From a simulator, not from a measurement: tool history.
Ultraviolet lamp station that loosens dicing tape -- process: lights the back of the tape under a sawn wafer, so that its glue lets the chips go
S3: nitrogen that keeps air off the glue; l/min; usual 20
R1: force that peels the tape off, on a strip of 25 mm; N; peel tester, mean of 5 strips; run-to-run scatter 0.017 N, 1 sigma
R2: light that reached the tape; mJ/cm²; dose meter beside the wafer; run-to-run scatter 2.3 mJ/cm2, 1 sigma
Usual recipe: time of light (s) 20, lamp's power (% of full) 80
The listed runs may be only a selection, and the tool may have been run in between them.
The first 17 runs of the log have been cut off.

run 18 hour=802.5 | time_of_light_(s)=20 lamp's_power_(%_of_full)=80 S3=20 | R1=1.689 R2=159
run 19 hour=869.3 | time_of_light_(s)=20 lamp's_power_(%_of_full)=80 S3=20 | R1=1.805 R2=158
run 20 hour=903.6 | time_of_light_(s)=37 lamp's_power_(%_of_full)=80 S3=20 | R1=0.525 R2=279
run 21 hour=963.8 | time_of_light_(s)=37 lamp's_power_(%_of_full)=80 S3=20 | R1=0.563 R2=277
run 22 hour=1024.9 | time_of_light_(s)=20 lamp's_power_(%_of_full)=78 S3=23 | R1=1.916 R2=142
run 23 hour=1079.1 | time_of_light_(s)=20 lamp's_power_(%_of_full)=78 S3=23 | R1=2.000 R2=141
run 24 hour=1125.7 | time_of_light_(s)=31 lamp's_power_(%_of_full)=63 S3=23 | R1=1.398 R2=169
run 25 hour=1174.3 | time_of_light_(s)=32 lamp's_power_(%_of_full)=81 S3=7 | R1=2.013 R2=218
-- hour=1186.4 lamp changed
run 26 hour=1228.4 | time_of_light_(s)=32 lamp's_power_(%_of_full)=81 S3=7 | R1=0.817 R2=355
run 27 hour=1292.5 | time_of_light_(s)=32 lamp's_power_(%_of_full)=81 S3=7 | R1=0.871 R2=342
-- hour=1343.1 window cleaned of glue's vapour
run 28 hour=1343.1 | time_of_light_(s)=37 lamp's_power_(%_of_full)=64 S3=16 | R1=0.467 R2=322
run 29 hour=1393.0 | time_of_light_(s)=37 lamp's_power_(%_of_full)=64 S3=16 | R1=0.466 R2=318
run 30 hour=1453.7 | time_of_light_(s)=18 lamp's_power_(%_of_full)=61 S3=20 | R1=2.056 R2=145
run 31 hour=1491.7 | time_of_light_(s)=11 lamp's_power_(%_of_full)=91 S3=29 | R1=1.932 R2=127
run 32 hour=1533.5 | time_of_light_(s)=14 lamp's_power_(%_of_full)=73 S3=19 | R1=2.446 R2=133
run 33 hour=1566.3 | time_of_light_(s)=20 lamp's_power_(%_of_full)=80 S3=16 | R1=1.306 R2=202
run 34 hour=1599.1 | time_of_light_(s)=32 lamp's_power_(%_of_full)=60 S3=23 | R1=0.663 R2=239
run 35 hour=1634.9 | time_of_light_(s)=27 lamp's_power_(%_of_full)=60 S3=18 | R1=1.250 R2=199
run 36 hour=1681.5 | time_of_light_(s)=27 lamp's_power_(%_of_full)=80 S3=23 | R1=0.561 R2=263
run 37 hour=1724.2 | time_of_light_(s)=20 lamp's_power_(%_of_full)=96 S3=23 | R1=0.734 R2=227
run 38 hour=1753.5 | time_of_light_(s)=11 lamp's_power_(%_of_full)=83 S3=9 | R1=4.348 R2=108
run 39 hour=1818.9 | time_of_light_(s)=16 lamp's_power_(%_of_full)=80 S3=18 | R1=2.087 R2=145
run 40 hour=1863.0 | time_of_light_(s)=13 lamp's_power_(%_of_full)=72 S3=18 | R1=3.373 R2=103

Forecast each of these 5 alternatives for the next run:
run A hour=1901.0 | time_of_light_(s)=25 lamp's_power_(%_of_full)=68 S3=7 | R1=? R2=?
run B hour=1901.0 | time_of_light_(s)=27 lamp's_power_(%_of_full)=66 S3=15 | R1=? R2=?
run C hour=1901.0 | time_of_light_(s)=20 lamp's_power_(%_of_full)=80 S3=12 | R1=? R2=?
run D hour=1901.0 | time_of_light_(s)=20 lamp's_power_(%_of_full)=94 S3=20 | R1=? R2=?
run E hour=1901.0 | time_of_light_(s)=32 lamp's_power_(%_of_full)=72 S3=37 | R1=? R2=?

run=A R1=2.516 R2=188
run=B R1=1.430 R2=196
run=C R1=1.959 R2=174
run=D R1=1.015 R2=208
run=E R1=0.424 R2=255
With no hidden state in the tool, these same runs would have given:
run=A R1=1.655 R2=246
run=B R1=0.829 R2=256
run=C R1=1.215 R2=229
run=D R1=0.556 R2=272
run=E R1=0.251 R2=333
